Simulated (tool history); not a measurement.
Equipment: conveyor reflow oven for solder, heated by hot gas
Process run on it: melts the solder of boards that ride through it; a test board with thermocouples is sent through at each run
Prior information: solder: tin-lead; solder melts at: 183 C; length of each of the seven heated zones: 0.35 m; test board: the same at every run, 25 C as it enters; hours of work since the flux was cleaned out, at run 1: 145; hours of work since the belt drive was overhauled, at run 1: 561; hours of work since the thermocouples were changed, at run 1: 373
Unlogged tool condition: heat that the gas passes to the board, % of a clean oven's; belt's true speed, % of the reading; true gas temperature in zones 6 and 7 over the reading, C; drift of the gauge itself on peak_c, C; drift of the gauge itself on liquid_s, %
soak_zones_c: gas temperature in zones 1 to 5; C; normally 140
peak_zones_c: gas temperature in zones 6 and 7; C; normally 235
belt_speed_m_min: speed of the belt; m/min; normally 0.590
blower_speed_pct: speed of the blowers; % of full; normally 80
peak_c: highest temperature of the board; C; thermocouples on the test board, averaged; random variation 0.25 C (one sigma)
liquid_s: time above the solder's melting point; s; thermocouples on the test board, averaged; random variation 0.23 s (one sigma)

run	hour	soak_zones_c	peak_zones_c	belt_speed_m_min	blower_speed_pct	hours of work since the flux was cleaned out	hours of work since the belt drive was overhauled	hours of work since the thermocouples were changed	peak_c	liquid_s
1	0.0	140	235	0.590	80	145	561	373	212.3	49.4
2	66.5	140	235	0.590	51	188	604	416	204.2	40.2
3	101.9	140	235	0.590	56	211	627	439	205.9	41.9
4	166.6	140	235	0.590	80	253	669	481	211.6	48.3
5	227.5	140	235	0.590	80	293	708	520	211.2	48.0
# hour 251.8: flux residue cleaned out of gas plates and filters
6	299.6	140	235	0.590	80	31	751	563	213.5	50.5
7	352.2	140	235	0.590	80	65	785	598	213.4	51.1
8	419.9	140	235	0.590	80	109	829	641	212.3	50.1
9	495.0	140	235	0.590	80	158	878	690	212.0	49.6
10	577.9	140	235	0.590	80	211	932	744	211.7	49.1
11	647.1	145	235	0.590	80	256	976	789	212.5	51.4
# hour 687.1: thermocouples of zones 6 and 7 changed
# hour 732.1: flux residue cleaned out of gas plates and filters
12	735.0	140	235	0.590	59	2	1029	28	210.1	47.2
13	773.9	140	235	0.590	52	27	1054	53	207.8	44.4
14	854.6	140	235	0.475	52	79	1106	105	215.1	66.0
15	923.4	140	235	0.590	80	124	1151	150	213.7	51.6
16	971.0	140	235	0.590	80	155	1182	181	213.5	51.2
17	1007.3	134	235	0.590	58	178	1205	204	206.3	41.4
18	1086.1	141	235	0.494	66	229	1256	255	216.2	65.2

The next listed run, before its measurement:
19	1144.6	141	235	0.494	66	267	1294	293	?	?

peak_c: 216.0 C
liquid_s: 64.5 s
The same run, on a tool lacking any hidden state, would have yielded peak_c 217.5 C, liquid_s 64.5 s.

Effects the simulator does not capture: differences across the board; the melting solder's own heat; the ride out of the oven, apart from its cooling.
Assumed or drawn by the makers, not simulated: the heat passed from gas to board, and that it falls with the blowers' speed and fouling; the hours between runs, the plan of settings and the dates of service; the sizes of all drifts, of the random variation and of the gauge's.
